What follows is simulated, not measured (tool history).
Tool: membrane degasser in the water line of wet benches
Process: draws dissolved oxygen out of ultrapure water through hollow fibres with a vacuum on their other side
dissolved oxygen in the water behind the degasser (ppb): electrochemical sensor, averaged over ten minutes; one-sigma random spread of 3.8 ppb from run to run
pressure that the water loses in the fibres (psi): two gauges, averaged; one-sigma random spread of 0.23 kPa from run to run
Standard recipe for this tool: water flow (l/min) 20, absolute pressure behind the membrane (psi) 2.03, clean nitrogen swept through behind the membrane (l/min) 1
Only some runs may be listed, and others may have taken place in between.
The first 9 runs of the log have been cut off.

run,hour,water flow (l/min),absolute pressure behind the membrane (psi),clean nitrogen swept through behind the membrane (l/min),dissolved oxygen in the water behind the degasser (ppb),pressure that the water loses in the fibres (psi)
10,465.5,20,2.03,2.87,227.1,8.618
11,511.4,20,2.03,0.41,1023.3,8.591
12,543,20,2.03,0.41,998.9,8.575
13,595.4,20,2.03,0.94,546.3,8.593
14,654.1,20,4.84,1,1240.2,8.609
15,707.7,20,4.84,1,1214,8.634
16,775.5,20,4.84,1,1219.9,8.569
17,845.5,27,2.94,1.47,751.7,11.623
18,881,21,2.94,1.54,579.2,9.095
19,933.6,21,2.94,1.54,573,9.03
20,970.4,32,2.94,1.91,723.7,13.909
21,1040.4,16,2.41,1.76,318.1,6.926
22,1107,20,2.03,0.45,955.6,8.675
23,1176.6,30,2.1,1.19,694.8,12.926
24,1233.7,24,2.68,1.26,689.9,10.393
25,1295.7,24,2.68,1.26,687.7,10.456
26,1336.8,16,1.39,2.72,126.2,6.937
27,1375.7,16,1.39,2.72,125.6,6.965
28,1448.4,20,2.57,1,669.1,8.752
29,1499.7,19,4.71,0.59,1713.4,8.258
30,1550.2,20,2.7,1,709.6,8.688
31,1611.3,20,2.7,1,702.5,8.715

Forecast each of these 3 alternatives for the next run:
A,1644,31,3.45,2.32,?,?
B,1644,15,1.65,1,?,?
C,1644,20,1.94,1,?,?

run,dissolved oxygen in the water behind the degasser (ppb),pressure that the water loses in the fibres (psi)
A,712.8,13.518
B,323.4,6.517
C,502.6,8.696
With the hidden condition removed and each run's random variation left untouched, the same runs would have given:
run,dissolved oxygen in the water behind the degasser (ppb),pressure that the water loses in the fibres (psi)
A,674.2,12.907
B,292.7,6.222
C,463.6,8.303
